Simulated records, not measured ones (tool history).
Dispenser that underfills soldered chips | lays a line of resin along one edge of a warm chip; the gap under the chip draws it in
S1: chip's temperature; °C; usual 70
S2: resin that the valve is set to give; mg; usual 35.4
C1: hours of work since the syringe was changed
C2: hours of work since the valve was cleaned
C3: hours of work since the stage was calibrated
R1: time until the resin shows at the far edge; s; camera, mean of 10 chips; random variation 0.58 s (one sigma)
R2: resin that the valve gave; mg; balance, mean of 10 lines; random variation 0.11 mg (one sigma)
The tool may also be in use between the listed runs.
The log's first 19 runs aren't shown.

run	day	S1	S2	C1	C2	C3	R1	R2
# day 5.242: new syringe of resin
20	5.492	57	45.7	4	76	139	113.3	44.46
# day 5.658: dispensing valve cleaned and set on the balance
21	5.742	66	34.2	7	1	142	98.2	34.08
# day 5.788: new syringe of resin
22	5.933	66	34.2	2	4	145	67.2	34.25
23	6.229	66	34.2	7	9	150	95.2	34.03
# day 6.3: new syringe of resin
24	6.554	67	39.7	4	13	155	73.3	39.27
# day 6.796: new syringe of resin
25	6.921	64	31	2	19	160	75.2	30.64
26	7.196	81	37.8	6	23	164	49.2	37.47
# day 7.296: new syringe of resin
27	7.383	81	37.8	1	26	167	33	37.26
# day 7.788: new syringe of resin
28	7.8	81	37.8	0	32	173	29.4	37.37
29	8.133	75	39	5	37	178	57.1	38.31
# day 8.275: new syringe of resin
30	8.375	73	31.4	1	40	182	48.3	30.94
31	8.746	73	31.4	7	46	187	73.9	30.83
# day 8.775: new syringe of resin
32	9.067	70	35.6	4	51	192	66.5	34.93
33	9.25	70	35.6	7	54	195	83.6	34.64
# day 9.3: new syringe of resin
34	9.442	70	35.6	2	56	198	55.9	34.76

Forecast each of these 3 alternatives for the next run:
A	9.638	68	31	5	59	201	?	?
B	9.638	79	35.4	5	59	201	?	?
C	9.638	74	42.8	5	59	201	?	?

run	R1	R2
A	78.7	30.16
B	48.4	34.51
C	58.9	41.51
Without the tool's hidden state the same runs would have given:
run	R1	R2
A	55.3	30.94
B	34.1	35.4
C	41.6	42.59
